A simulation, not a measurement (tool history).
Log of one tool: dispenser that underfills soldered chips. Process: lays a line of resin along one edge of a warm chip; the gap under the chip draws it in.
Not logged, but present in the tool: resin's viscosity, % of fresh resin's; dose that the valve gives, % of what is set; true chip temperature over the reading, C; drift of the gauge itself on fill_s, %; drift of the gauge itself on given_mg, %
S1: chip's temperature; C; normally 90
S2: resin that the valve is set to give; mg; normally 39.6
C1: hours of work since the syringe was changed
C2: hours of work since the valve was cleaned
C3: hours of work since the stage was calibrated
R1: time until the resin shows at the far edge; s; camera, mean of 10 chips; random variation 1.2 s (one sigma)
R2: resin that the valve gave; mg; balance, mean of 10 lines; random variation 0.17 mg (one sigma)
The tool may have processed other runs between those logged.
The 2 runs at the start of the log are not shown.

run	hour	S1	S2	C1	C2	C3	R1	R2
# hour 16.6: new syringe of resin
3	16.6	90	39.6	0	49	134	106.6	38.09
4	22.9	90	39.6	4	53	138	141.4	37.87
# hour 27.3: new syringe of resin
5	28.5	90	40.6	1	56	141	116.3	39.02
# hour 37.9: new syringe of resin
6	40.8	90	39.6	2	64	149	124.1	37.53
7	47.1	90	45.7	6	67	152	158.7	43.06
# hour 49.1: new syringe of resin
8	56.9	90	45.7	5	73	158	147.9	43.08
# hour 60.3: new syringe of resin
9	65.4	90	39.6	3	78	163	136.2	37.08
# hour 70.9: new syringe of resin
10	70.9	90	39.6	0	81	166	111.3	37.07
# hour 77.4: dispensing valve cleaned and set on the balance
# hour 82.4: new syringe of resin
11	84.3	95	39.6	1	4	174	95.0	39.51
# hour 93.5: new syringe of resin
12	93.7	95	39.6	0	9	179	90.0	39.20
# hour 104.0: new syringe of resin
13	105.2	101	39.6	1	16	186	76.0	39.03
# hour 114.9: new syringe of resin
14	116.0	101	39.6	1	23	192	73.1	39.05
# hour 125.4: new syringe of resin
15	127.8	101	42.3	1	29	199	77.5	41.38
16	133.7	90	40.0	5	33	203	151.6	38.84
# hour 136.2: new syringe of resin
17	143.7	90	40.0	5	39	208	148.2	38.76
# hour 147.6: new syringe of resin
18	150.5	90	40.0	2	43	212	122.8	38.63
19	156.5	105	40.5	5	46	216	91.1	38.90

Predict the results of run 20:
# hour 158.2: new syringe of resin
20	167.9	78	34.1	6	53	223	?	?

R1: 269.8 s
R2: 32.67 mg
Were there no unlogged condition in the tool, this run, its random variation unchanged, would have produced R1 188.4 s, R2 34.10 mg.
